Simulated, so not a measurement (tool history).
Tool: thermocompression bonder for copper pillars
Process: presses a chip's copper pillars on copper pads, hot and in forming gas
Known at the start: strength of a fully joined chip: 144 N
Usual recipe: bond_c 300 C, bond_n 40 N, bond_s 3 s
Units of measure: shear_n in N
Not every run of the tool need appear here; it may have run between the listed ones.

run 1 hour=0 | bond_c=300 bond_n=40 bond_s=3 | shear_n=68.3
run 2 hour=6 | bond_c=300 bond_n=40 bond_s=3 | shear_n=68.2
run 3 hour=11.5 | bond_c=300 bond_n=40 bond_s=3 | shear_n=68.7
run 4 hour=16.8 | bond_c=279 bond_n=40 bond_s=3 | shear_n=57.1
run 5 hour=25.4 | bond_c=279 bond_n=40 bond_s=3 | shear_n=56.9
run 6 hour=35.4 | bond_c=278 bond_n=40 bond_s=3 | shear_n=55.4
run 7 hour=45 | bond_c=278 bond_n=40 bond_s=3 | shear_n=56
run 8 hour=52.5 | bond_c=300 bond_n=40 bond_s=3 | shear_n=68.8
run 9 hour=62 | bond_c=300 bond_n=40 bond_s=3 | shear_n=68.2
run 10 hour=68.6 | bond_c=300 bond_n=33 bond_s=3 | shear_n=56.8
run 11 hour=75.9 | bond_c=300 bond_n=33 bond_s=3 | shear_n=57.4
run 12 hour=84.3 | bond_c=300 bond_n=33 bond_s=3 | shear_n=57
run 13 hour=92.6 | bond_c=300 bond_n=40 bond_s=8 | shear_n=94
run 14 hour=98.3 | bond_c=327 bond_n=40 bond_s=3 | shear_n=83.2
run 15 hour=107.4 | bond_c=284 bond_n=29 bond_s=2 | shear_n=35.8
run 16 hour=116.1 | bond_c=292 bond_n=35 bond_s=2 | shear_n=48
run 17 hour=125.3 | bond_c=292 bond_n=35 bond_s=2 | shear_n=47.7
run 18 hour=130.5 | bond_c=300 bond_n=38 bond_s=3 | shear_n=65.5
run 19 hour=135.5 | bond_c=293 bond_n=32 bond_s=5 | shear_n=62.3
run 20 hour=145.7 | bond_c=293 bond_n=32 bond_s=4 | shear_n=57.6
run 21 hour=154.1 | bond_c=293 bond_n=32 bond_s=4 | shear_n=57.8
run 22 hour=160.1 | bond_c=300 bond_n=25 bond_s=3 | shear_n=42.6
run 23 hour=168.4 | bond_c=291 bond_n=40 bond_s=7 | shear_n=84.4
run 24 hour=177.7 | bond_c=291 bond_n=40 bond_s=7 | shear_n=84.8
run 25 hour=185.9 | bond_c=316 bond_n=25 bond_s=3 | shear_n=49.8
run 26 hour=193.2 | bond_c=322 bond_n=40 bond_s=2 | shear_n=70.9
run 27 hour=201.7 | bond_c=301 bond_n=40 bond_s=4 | shear_n=75.7

Consider 4 possible next runs. They are alternatives, not a sequence: every one starts from the tool as it was left by run 27. What does each give?
run A hour=206 | bond_c=301 bond_n=26 bond_s=4 | shear_n=?
run B hour=206 | bond_c=310 bond_n=40 bond_s=4 | shear_n=?
run C hour=206 | bond_c=284 bond_n=40 bond_s=4 | shear_n=?
run D hour=206 | bond_c=301 bond_n=40 bond_s=5 | shear_n=?

run=A shear_n=50.3
run=B shear_n=81.5
run=C shear_n=66
run=D shear_n=81.5
With the hidden condition removed and each run's random variation left untouched, the same runs would have given:
run=A shear_n=50.3
run=B shear_n=81.6
run=C shear_n=66.1
run=D shear_n=81.6
